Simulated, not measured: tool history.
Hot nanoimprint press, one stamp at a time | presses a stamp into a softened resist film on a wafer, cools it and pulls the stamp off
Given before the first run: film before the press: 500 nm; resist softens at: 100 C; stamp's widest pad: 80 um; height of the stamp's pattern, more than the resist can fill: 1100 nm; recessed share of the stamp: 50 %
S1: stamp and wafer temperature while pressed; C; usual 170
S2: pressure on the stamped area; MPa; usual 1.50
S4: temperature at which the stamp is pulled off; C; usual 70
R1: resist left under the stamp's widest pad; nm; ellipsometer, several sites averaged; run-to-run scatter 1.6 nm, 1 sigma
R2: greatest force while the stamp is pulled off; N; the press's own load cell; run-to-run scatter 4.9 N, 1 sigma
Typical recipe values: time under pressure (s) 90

Run 1, hour 0.0: usual settings. Result: R1 260.0 nm, R2 231 N.
Run 2, hour 5.5: usual settings. Result: R1 259.3 nm, R2 238 N.
Run 3, hour 9.4: usual settings but time under pressure (s) 101. Result: R1 246.5 nm, R2 255 N.
Run 4, hour 17.2: usual settings but time under pressure (s) 101. Result: R1 252.4 nm, R2 246 N.
Run 5, hour 26.5: usual settings but time under pressure (s) 101. Result: R1 248.4 nm, R2 235 N.
Run 6, hour 35.0: usual settings but time under pressure (s) 101. Result: R1 252.2 nm, R2 243 N.
Run 7, hour 40.3: usual settings. Result: R1 259.9 nm, R2 240 N.
Run 8, hour 47.4: usual settings. Result: R1 259.8 nm, R2 238 N.
Run 9, hour 52.0: usual settings. Result: R1 259.1 nm, R2 239 N.
Run 10, hour 60.5: usual settings. Result: R1 257.1 nm, R2 243 N.
Run 11, hour 65.9: usual settings. Result: R1 257.1 nm, R2 246 N.
Run 12, hour 71.7: usual settings. Result: R1 259.4 nm, R2 237 N.
Run 13, hour 78.8: usual settings. Result: R1 256.2 nm, R2 238 N.
Run 14, hour 85.3: usual settings. Result: R1 261.0 nm, R2 234 N.
Run 15, hour 91.4: usual settings. Result: R1 260.5 nm, R2 241 N.
Run 16, hour 100.9: usual settings but S2 1.79 MPa, S4 73 C. Result: R1 238.0 nm, R2 230 N.
Run 17, hour 107.5: usual settings but S2 1.79 MPa, S4 73 C. Result: R1 240.2 nm, R2 223 N.
Run 18, hour 114.1: usual settings but S2 1.27 MPa, time under pressure (s) 160, S4 57 C. Result: R1 228.4 nm, R2 314 N.
Run 19, hour 119.3: usual settings but S1 166 C, S2 2.11 MPa, time under pressure (s) 111. Result: R1 227.4 nm, R2 239 N.
Run 20, hour 127.5: usual settings but S1 166 C, time under pressure (s) 158, S4 68 C. Result: R1 239.4 nm, R2 247 N.
Run 21, hour 133.0: usual settings but S1 166 C, time under pressure (s) 158, S4 68 C. Result: R1 238.9 nm, R2 249 N.
At hour 144.8: stamp cleaned and given a new release coat.
Run 22, hour 144.8: usual settings but S1 172 C, S2 1.51 MPa. Result: R1 245.1 nm, R2 240 N.
Run 23, hour 152.8: usual settings but S2 1.66 MPa, time under pressure (s) 49. Result: R1 300.4 nm, R2 243 N.
Run 24, hour 158.0: usual settings but S1 175 C, S2 1.66 MPa, time under pressure (s) 49, S4 59 C. Result: R1 269.6 nm, R2 290 N.
Run 25, hour 165.3: usual settings but time under pressure (s) 116. Result: R1 238.3 nm, R2 235 N.
Run 26, hour 173.1: usual settings but S1 180 C, S2 1.82 MPa. Result: R1 183.5 nm, R2 246 N.
Run 27, hour 182.5: usual settings but S1 180 C, S2 1.82 MPa. Result: R1 182.0 nm, R2 230 N.
Run 28, hour 186.7: usual settings but S1 180 C, S2 1.82 MPa. Result: R1 184.1 nm, R2 242 N.
At hour 192.2: plate thermocouple calibrated.
Run 29, hour 198.4: usual settings but S1 161 C. Result: R1 320.5 nm, R2 239 N.

3 options for the next run, each taken on its own from the tool as it stands now. Forecast them:
Run A, hour 203.8: usual settings but S1 161 C, S4 60 C. Result: R1 ?, R2 ?.
Run B, hour 203.8: usual settings but S1 160 C. Result: R1 ?, R2 ?.
Run C, hour 203.8: usual settings but S1 178 C, S2 1.08 MPa, time under pressure (s) 107. Result: R1 ?, R2 ?.

run     R1   R2
  A  319.2  295
  B  330.6  240
  C  236.5  233
Without the tool's hidden state the same runs would have given:
run     R1   R2
  A  319.1  295
  B  330.6  240
  C  236.4  233
